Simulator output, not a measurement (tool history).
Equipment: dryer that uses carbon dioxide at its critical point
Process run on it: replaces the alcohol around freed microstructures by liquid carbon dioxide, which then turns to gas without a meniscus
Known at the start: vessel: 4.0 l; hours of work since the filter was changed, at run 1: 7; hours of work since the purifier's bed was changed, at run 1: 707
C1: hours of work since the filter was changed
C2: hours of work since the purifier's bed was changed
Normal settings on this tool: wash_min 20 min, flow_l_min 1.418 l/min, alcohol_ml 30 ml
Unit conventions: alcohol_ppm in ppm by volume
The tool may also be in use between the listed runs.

Run 1, hour 0: usual settings; C1 7; C2 707. Result: alcohol_ppm 108 ppm by volume.
Run 2, hour 25.5: usual settings; C1 22; C2 721. Result: alcohol_ppm 97 ppm by volume.
Run 3, hour 71: usual settings but alcohol_ml 59 ml; C1 47; C2 747. Result: alcohol_ppm 107 ppm by volume.
Run 4, hour 124.6: usual settings but alcohol_ml 59 ml; C1 77; C2 777. Result: alcohol_ppm 111 ppm by volume.
Run 5, hour 179.3: usual settings but alcohol_ml 59 ml; C1 108; C2 807. Result: alcohol_ppm 106 ppm by volume.
Run 6, hour 208.4: usual settings but alcohol_ml 59 ml; C1 124; C2 824. Result: alcohol_ppm 106 ppm by volume.
Run 7, hour 258.3: usual settings but wash_min 15 min; C1 152; C2 851. Result: alcohol_ppm 152 ppm by volume.
At hour 288.2: purifier's bed changed.
Run 8, hour 313.3: usual settings but alcohol_ml 35 ml; C1 181; C2 14. Result: alcohol_ppm 24 ppm by volume.
Run 9, hour 367.8: usual settings but flow_l_min 1.86 l/min; C1 211; C2 44. Result: alcohol_ppm 5 ppm by volume.
Run 10, hour 404.2: usual settings but flow_l_min 1.86 l/min; C1 232; C2 65. Result: alcohol_ppm 22 ppm by volume.
Run 11, hour 460.4: usual settings but wash_min 17 min; C1 263; C2 96. Result: alcohol_ppm 54 ppm by volume.
Run 12, hour 506.8: usual settings but wash_min 15 min; C1 289; C2 122. Result: alcohol_ppm 78 ppm by volume.
At hour 519.1: inlet filter changed.
Run 13, hour 540.3: usual settings; C1 12; C2 140. Result: alcohol_ppm 29 ppm by volume.
Run 14, hour 575.6: usual settings but wash_min 29 min; C1 32; C2 160. Result: alcohol_ppm 28 ppm by volume.
Run 15, hour 599.7: usual settings but wash_min 29 min; C1 45; C2 174. Result: alcohol_ppm 27 ppm by volume.
Run 16, hour 637.6: usual settings but wash_min 29 min; C1 66; C2 195. Result: alcohol_ppm 32 ppm by volume.
Run 17, hour 685.5: usual settings but wash_min 29 min; C1 93; C2 222. Result: alcohol_ppm 26 ppm by volume.
Run 18, hour 744.6: usual settings but wash_min 29 min, alcohol_ml 53 ml; C1 126; C2 255. Result: alcohol_ppm 37 ppm by volume.
Run 19, hour 798.6: usual settings but wash_min 29 min, flow_l_min 1.76 l/min, alcohol_ml 53 ml; C1 156; C2 285. Result: alcohol_ppm 40 ppm by volume.
Run 20, hour 823.6: usual settings but wash_min 29 min, flow_l_min 1.76 l/min, alcohol_ml 53 ml; C1 170; C2 299. Result: alcohol_ppm 42 ppm by volume.
Run 21, hour 868.6: usual settings but wash_min 29 min, flow_l_min 1.76 l/min, alcohol_ml 53 ml; C1 195; C2 324. Result: alcohol_ppm 40 ppm by volume.
Run 22, hour 892.4: usual settings but wash_min 29 min, flow_l_min 1.76 l/min, alcohol_ml 53 ml; C1 209; C2 337. Result: alcohol_ppm 46 ppm by volume.

Expected results for the next run?
Run 23, hour 917.1: usual settings but wash_min 29 min, flow_l_min 1.76 l/min, alcohol_ml 53 ml; C1 222; C2 351. Result: alcohol_ppm ?.

Run 23 came out at alcohol_ppm 42 ppm by volume.
Had the tool carried no hidden state, the very same run would have given alcohol_ppm 2 ppm by volume.
